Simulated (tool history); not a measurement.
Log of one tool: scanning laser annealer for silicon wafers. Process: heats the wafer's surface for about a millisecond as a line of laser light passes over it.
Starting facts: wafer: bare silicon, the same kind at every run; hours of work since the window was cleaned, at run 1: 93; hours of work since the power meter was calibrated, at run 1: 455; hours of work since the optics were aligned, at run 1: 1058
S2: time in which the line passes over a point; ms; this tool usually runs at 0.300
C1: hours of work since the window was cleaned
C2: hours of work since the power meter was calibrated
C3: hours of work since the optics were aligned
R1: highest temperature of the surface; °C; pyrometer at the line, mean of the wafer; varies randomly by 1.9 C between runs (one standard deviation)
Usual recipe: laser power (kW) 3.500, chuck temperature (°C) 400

run 1 hour=0.0 | laser_power_(kW)=3.500 S2=0.300 chuck_temperature_(°C)=400 | C1=93 C2=455 C3=1058 | R1=1104
-- hour=27.9 optics aligned, line set to its width
run 2 hour=34.2 | laser_power_(kW)=3.143 S2=0.300 chuck_temperature_(°C)=400 | C1=106 C2=468 C3=3 | R1=1035
run 3 hour=60.6 | laser_power_(kW)=3.500 S2=0.380 chuck_temperature_(°C)=400 | C1=117 C2=479 C3=14 | R1=1220
run 4 hour=104.8 | laser_power_(kW)=3.500 S2=0.380 chuck_temperature_(°C)=400 | C1=136 C2=498 C3=33 | R1=1219
run 5 hour=135.3 | laser_power_(kW)=3.500 S2=0.323 chuck_temperature_(°C)=400 | C1=149 C2=511 C3=46 | R1=1143
run 6 hour=161.9 | laser_power_(kW)=3.500 S2=0.323 chuck_temperature_(°C)=400 | C1=161 C2=523 C3=58 | R1=1143
run 7 hour=183.3 | laser_power_(kW)=3.500 S2=0.323 chuck_temperature_(°C)=400 | C1=170 C2=532 C3=67 | R1=1147
run 8 hour=209.6 | laser_power_(kW)=3.500 S2=0.323 chuck_temperature_(°C)=400 | C1=181 C2=544 C3=78 | R1=1148

Run 9 is up next; what results do you expect?
run 9 hour=240.3 | laser_power_(kW)=3.142 S2=0.222 chuck_temperature_(°C)=417 | C1=195 C2=557 C3=92 | R1=?

R1: 944 °C
Take away the tool's hidden state, keep the run-to-run variation as it was, and the same run would have given R1 951 °C.

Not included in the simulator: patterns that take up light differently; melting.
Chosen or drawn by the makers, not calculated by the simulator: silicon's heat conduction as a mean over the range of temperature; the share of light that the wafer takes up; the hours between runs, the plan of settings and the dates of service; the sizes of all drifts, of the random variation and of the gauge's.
